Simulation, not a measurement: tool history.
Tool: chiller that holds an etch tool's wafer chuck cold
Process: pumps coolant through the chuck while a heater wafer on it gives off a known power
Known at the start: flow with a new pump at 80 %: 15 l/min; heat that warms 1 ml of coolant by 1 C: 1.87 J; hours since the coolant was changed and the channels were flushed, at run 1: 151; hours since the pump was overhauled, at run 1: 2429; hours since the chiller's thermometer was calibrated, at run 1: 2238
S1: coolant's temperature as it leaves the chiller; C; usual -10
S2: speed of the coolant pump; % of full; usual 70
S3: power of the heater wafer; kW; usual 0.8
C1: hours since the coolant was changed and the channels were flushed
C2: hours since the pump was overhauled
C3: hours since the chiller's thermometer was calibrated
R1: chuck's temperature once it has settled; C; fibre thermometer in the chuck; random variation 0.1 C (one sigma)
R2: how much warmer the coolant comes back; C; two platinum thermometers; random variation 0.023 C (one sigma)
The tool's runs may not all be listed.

run 1 hour=0 | S1=-10 S2=70 S3=0.8 | C1=151 C2=2429 C3=2238 | R1=0.6 R2=2.06
run 2 hour=111.2 | S1=-14 S2=70 S3=0.8 | C1=262 C2=2540 C3=2350 | R1=-3.4 R2=2.08
run 3 hour=191.3 | S1=-14 S2=70 S3=0.8 | C1=342 C2=2620 C3=2430 | R1=-3.2 R2=2.12
run 4 hour=271.9 | S1=-14 S2=70 S3=0.8 | C1=423 C2=2700 C3=2510 | R1=-3.4 R2=2.09
-- hour=312.3 chiller's thermometer calibrated
run 5 hour=373.1 | S1=-10 S2=70 S3=0.8 | C1=523 C2=2801 C3=61 | R1=0.3 R2=2.07
run 6 hour=466.5 | S1=-2 S2=70 S3=0.8 | C1=616 C2=2894 C3=154 | R1=8.3 R2=2.05
run 7 hour=533.5 | S1=-2 S2=70 S3=0.8 | C1=683 C2=2961 C3=221 | R1=8.4 R2=2.11
run 8 hour=626.8 | S1=-2 S2=70 S3=0.8 | C1=777 C2=3054 C3=314 | R1=8.5 R2=2.07
run 9 hour=719.6 | S1=-10 S2=70 S3=0.8 | C1=870 C2=3147 C3=407 | R1=0.6 R2=2.09
run 10 hour=796.6 | S1=-10 S2=70 S3=0.484 | C1=947 C2=3224 C3=484 | R1=-3.7 R2=1.25
run 11 hour=859.3 | S1=-10 S2=70 S3=0.484 | C1=1009 C2=3287 C3=547 | R1=-3.7 R2=1.24
run 12 hour=952.4 | S1=-10 S2=70 S3=0.8 | C1=1102 C2=3380 C3=640 | R1=0.7 R2=2.11
run 13 hour=1065.7 | S1=-10 S2=64 S3=0.8 | C1=1216 C2=3493 C3=753 | R1=1.4 R2=2.29
run 14 hour=1115.8 | S1=-10 S2=64 S3=0.8 | C1=1266 C2=3543 C3=804 | R1=1.2 R2=2.35
run 15 hour=1225.7 | S1=-10 S2=64 S3=0.8 | C1=1376 C2=3653 C3=913 | R1=1.5 R2=2.32
run 16 hour=1300.3 | S1=-10 S2=70 S3=0.8 | C1=1450 C2=3728 C3=988 | R1=0.9 R2=2.1
run 17 hour=1377.8 | S1=-10 S2=70 S3=0.917 | C1=1528 C2=3805 C3=1065 | R1=2.6 R2=2.46
run 18 hour=1445 | S1=-15 S2=74 S3=0.978 | C1=1595 C2=3873 C3=1133 | R1=-2.3 R2=2.39
run 19 hour=1519.5 | S1=0 S2=70 S3=0.8 | C1=1669 C2=3947 C3=1207 | R1=11 R2=2.11
run 20 hour=1577 | S1=0 S2=70 S3=0.8 | C1=1727 C2=4005 C3=1265 | R1=10.9 R2=2.09
run 21 hour=1688.2 | S1=0 S2=70 S3=0.518 | C1=1838 C2=4116 C3=1376 | R1=7.2 R2=1.37
run 22 hour=1805.1 | S1=-15 S2=98 S3=0.9 | C1=1955 C2=4233 C3=1493 | R1=-4.8 R2=1.64
run 23 hour=1899.8 | S1=-15 S2=98 S3=0.9 | C1=2050 C2=4327 C3=1587 | R1=-4.8 R2=1.64
-- hour=1912.3 coolant pump overhauled
run 24 hour=2017.4 | S1=-15 S2=98 S3=0.9 | C1=2162 C2=105 C3=1700 | R1=-4.6 R2=1.67
run 25 hour=2068.8 | S1=-15 S2=98 S3=0.9 | C1=2214 C2=156 C3=1751 | R1=-4.7 R2=1.62
run 26 hour=2148.4 | S1=-12 S2=88 S3=0.712 | C1=2293 C2=236 C3=1831 | R1=-3.2 R2=1.48
run 27 hour=2220.1 | S1=-12 S2=72 S3=0.675 | C1=2365 C2=308 C3=1903 | R1=-2.6 R2=1.79
run 28 hour=2315.2 | S1=-10 S2=74 S3=0.8 | C1=2460 C2=403 C3=1998 | R1=0.9 R2=2
run 29 hour=2423.1 | S1=-10 S2=80 S3=0.845 | C1=2568 C2=511 C3=2106 | R1=1 R2=1.96
run 30 hour=2540.5 | S1=-5 S2=85 S3=0.8 | C1=2685 C2=628 C3=2223 | R1=5.1 R2=1.74
-- hour=2597.4 coolant pump overhauled, once more
run 31 hour=2637.2 | S1=-10 S2=92 S3=0.8 | C1=2777 C2=40 C3=2315 | R1=-0.6 R2=1.48
run 32 hour=2726.7 | S1=-14 S2=71 S3=0.844 | C1=2867 C2=129 C3=2404 | R1=-2.4 R2=2.09

Some steps in R1 between neighbouring runs. How much of each would the tool show without its hidden state too (settings, what came in, random variation), and how much is left for the hidden state, with any gauge scatter that isn't in both results?
The hidden state here: heat passed by the chuck's channels, % of clean ones'; flow at a given pump speed, % of a new pump's; coolant's true temperature over the reading, C; drift of the gauge itself on chuck_c, C; drift of the gauge itself on warmer_back_c, C.
Run 4 -> 5: S1 -14 -> -10, chiller's thermometer calibrated. R1 +3.7 C: hidden state -0.3, all else +4.
Run 5 -> 6: S1 -10 -> -2. R1 +8 C: hidden state +0, all else +8.
Run 9 -> 10: S3 0.8 -> 0.484. R1 -4.3 C: hidden state -0.3, all else -4.
Run 18 -> 19: S1 -15 -> 0, S2 74 -> 70, S3 0.978 -> 0.8. R1 +13.3 C: hidden state -0.1, all else +13.4.
Run 21 -> 22: S1 0 -> -15, S2 70 -> 98, S3 0.518 -> 0.9. R1 -12 C: hidden state +0.3, all else -12.3.
Run 30 -> 31: S1 -5 -> -10, S2 85 -> 92, coolant pump overhauled, once more. R1 -5.7 C: hidden state -0.4, all else -5.3.
